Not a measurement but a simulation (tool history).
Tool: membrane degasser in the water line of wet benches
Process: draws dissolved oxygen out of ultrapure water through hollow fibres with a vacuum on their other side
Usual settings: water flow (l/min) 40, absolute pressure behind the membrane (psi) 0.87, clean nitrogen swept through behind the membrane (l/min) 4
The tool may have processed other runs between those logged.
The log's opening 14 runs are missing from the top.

run	day	water flow (l/min)	absolute pressure behind the membrane (psi)	clean nitrogen swept through behind the membrane (l/min)	dissolved oxygen in the water behind the degasser (ppb)	pressure that the water loses in the fibres (psi)
15	64.646	40	1.186	4	223.2	3.652
16	70.65	36	1.678	4	250.6	3.301
17	77.271	40	0.893	4	174	3.639
18	81.512	40	0.893	4	174.1	3.63
19	87.571	59	1.233	6.42	418.6	5.388
20	92.575	48	0.87	4	257.1	4.353
21	97.429	48	0.87	4	261.7	4.371
22	102.212	48	0.87	4	258.8	4.348
23	109.075	48	0.87	4	256.7	4.341
24	115.167	32	1.82	5.31	179.1	2.923
25	122.054	32	1.82	5.31	181.2	2.901
26	126.771	40	1.31	5.62	201.6	3.652
# day 129.571: vacuum gauge calibrated
27	130.175	33	0.537	4	65.2	2.988
28	134.667	33	0.537	4	63.9	3.037
29	139.346	33	0.537	4	64.5	3.001
30	145.317	40	0.97	6.42	157	3.632

Branching from run 30: 3 alternative next runs. What would each branch give?
A	150.546	40	1.374	5.32	?	?
B	150.546	40	0.97	3.27	?	?
C	150.546	57	0.97	3.44	?	?

run	dissolved oxygen in the water behind the degasser (ppb)	pressure that the water loses in the fibres (psi)
A	212.8	3.652
B	200.8	3.642
C	402.2	5.187
Stripped of hidden state, with their random variation kept, the same runs would have yielded:
run	dissolved oxygen in the water behind the degasser (ppb)	pressure that the water loses in the fibres (psi)
A	212.6	3.651
B	200.6	3.64
C	401.8	5.185
